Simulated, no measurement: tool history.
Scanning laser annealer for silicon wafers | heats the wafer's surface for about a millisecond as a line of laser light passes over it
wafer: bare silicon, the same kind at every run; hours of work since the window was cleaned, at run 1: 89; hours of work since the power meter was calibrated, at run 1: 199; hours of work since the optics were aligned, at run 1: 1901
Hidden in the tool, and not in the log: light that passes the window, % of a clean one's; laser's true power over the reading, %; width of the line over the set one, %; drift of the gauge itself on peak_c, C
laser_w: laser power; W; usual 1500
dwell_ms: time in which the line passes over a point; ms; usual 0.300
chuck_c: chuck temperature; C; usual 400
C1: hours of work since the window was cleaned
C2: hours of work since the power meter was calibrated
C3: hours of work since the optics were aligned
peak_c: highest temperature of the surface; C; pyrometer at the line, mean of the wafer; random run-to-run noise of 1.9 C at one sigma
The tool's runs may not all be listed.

{"run": 1, "day": 0.0, "laser_w": 1500, "dwell_ms": 0.3, "chuck_c": 400, "C1": 89, "C2": 199, "C3": 1901, "peak_c": 1142}
{"run": 2, "day": 0.325, "laser_w": 1500, "dwell_ms": 0.3, "chuck_c": 400, "C1": 93, "C2": 203, "C3": 1905, "peak_c": 1142}
{"run": 3, "day": 0.775, "laser_w": 1500, "dwell_ms": 0.242, "chuck_c": 400, "C1": 99, "C2": 209, "C3": 1911, "peak_c": 1071}
{"run": 4, "day": 0.975, "laser_w": 1500, "dwell_ms": 0.242, "chuck_c": 400, "C1": 101, "C2": 211, "C3": 1913, "peak_c": 1073}
{"run": 5, "day": 1.242, "laser_w": 1471, "dwell_ms": 0.3, "chuck_c": 400, "C1": 105, "C2": 215, "C3": 1916, "peak_c": 1122}
{"run": 6, "day": 1.712, "laser_w": 1471, "dwell_ms": 0.3, "chuck_c": 400, "C1": 111, "C2": 221, "C3": 1922, "peak_c": 1122}
{"day": 2.117, "done": "optics aligned, line set to its width"}
{"run": 7, "day": 2.375, "laser_w": 1500, "dwell_ms": 0.302, "chuck_c": 400, "C1": 116, "C2": 226, "C3": 3, "peak_c": 1171}
{"day": 2.479, "done": "window over the wafer cleaned"}
{"run": 8, "day": 2.933, "laser_w": 1358, "dwell_ms": 0.302, "chuck_c": 400, "C1": 6, "C2": 232, "C3": 9, "peak_c": 1075}
{"run": 9, "day": 3.421, "laser_w": 1358, "dwell_ms": 0.302, "chuck_c": 400, "C1": 12, "C2": 239, "C3": 15, "peak_c": 1072}
{"run": 10, "day": 3.896, "laser_w": 1358, "dwell_ms": 0.302, "chuck_c": 400, "C1": 18, "C2": 245, "C3": 21, "peak_c": 1071}
{"run": 11, "day": 4.262, "laser_w": 1358, "dwell_ms": 0.302, "chuck_c": 400, "C1": 23, "C2": 249, "C3": 26, "peak_c": 1071}
{"run": 12, "day": 4.471, "laser_w": 1307, "dwell_ms": 0.245, "chuck_c": 414, "C1": 25, "C2": 252, "C3": 29, "peak_c": 998}
{"run": 13, "day": 4.867, "laser_w": 1307, "dwell_ms": 0.245, "chuck_c": 414, "C1": 30, "C2": 257, "C3": 34, "peak_c": 999}
{"day": 5.083, "done": "window over the wafer cleaned, once more"}
{"run": 14, "day": 5.183, "laser_w": 1280, "dwell_ms": 0.347, "chuck_c": 437, "C1": 1, "C2": 260, "C3": 37, "peak_c": 1118}
{"run": 15, "day": 5.662, "laser_w": 1280, "dwell_ms": 0.347, "chuck_c": 437, "C1": 7, "C2": 266, "C3": 43, "peak_c": 1120}
{"run": 16, "day": 6.05, "laser_w": 1280, "dwell_ms": 0.347, "chuck_c": 437, "C1": 12, "C2": 271, "C3": 48, "peak_c": 1121}
{"run": 17, "day": 6.438, "laser_w": 1600, "dwell_ms": 0.336, "chuck_c": 388, "C1": 17, "C2": 276, "C3": 53, "peak_c": 1267}
{"run": 18, "day": 6.846, "laser_w": 1600, "dwell_ms": 0.336, "chuck_c": 388, "C1": 22, "C2": 281, "C3": 58, "peak_c": 1267}
{"run": 19, "day": 7.146, "laser_w": 1500, "dwell_ms": 0.278, "chuck_c": 436, "C1": 26, "C2": 285, "C3": 62, "peak_c": 1186}
{"run": 20, "day": 7.504, "laser_w": 1500, "dwell_ms": 0.318, "chuck_c": 436, "C1": 31, "C2": 289, "C3": 66, "peak_c": 1222}
{"run": 21, "day": 7.821, "laser_w": 1500, "dwell_ms": 0.318, "chuck_c": 436, "C1": 35, "C2": 293, "C3": 70, "peak_c": 1230}
{"run": 22, "day": 8.112, "laser_w": 1605, "dwell_ms": 0.289, "chuck_c": 414, "C1": 38, "C2": 297, "C3": 74, "peak_c": 1242}

Below are 4 alternative next runs, each starting from the tool's condition after run 22. Predict each:
{"run": "A", "day": 8.446, "laser_w": 1500, "dwell_ms": 0.373, "chuck_c": 400, "C1": 43, "C2": 301, "C3": 78, "peak_c": "?"}
{"run": "B", "day": 8.446, "laser_w": 1639, "dwell_ms": 0.289, "chuck_c": 414, "C1": 43, "C2": 301, "C3": 78, "peak_c": "?"}
{"run": "C", "day": 8.446, "laser_w": 1319, "dwell_ms": 0.3, "chuck_c": 390, "C1": 43, "C2": 301, "C3": 78, "peak_c": "?"}
{"run": "D", "day": 8.446, "laser_w": 1500, "dwell_ms": 0.219, "chuck_c": 400, "C1": 43, "C2": 301, "C3": 78, "peak_c": "?"}

run=A peak_c=1247
run=B peak_c=1260
run=C peak_c=1046
run=D peak_c=1073
Stripped of hidden state, with their random variation kept, the same runs would have yielded:
run=A peak_c=1253
run=B peak_c=1265
run=C peak_c=1051
run=D peak_c=1078

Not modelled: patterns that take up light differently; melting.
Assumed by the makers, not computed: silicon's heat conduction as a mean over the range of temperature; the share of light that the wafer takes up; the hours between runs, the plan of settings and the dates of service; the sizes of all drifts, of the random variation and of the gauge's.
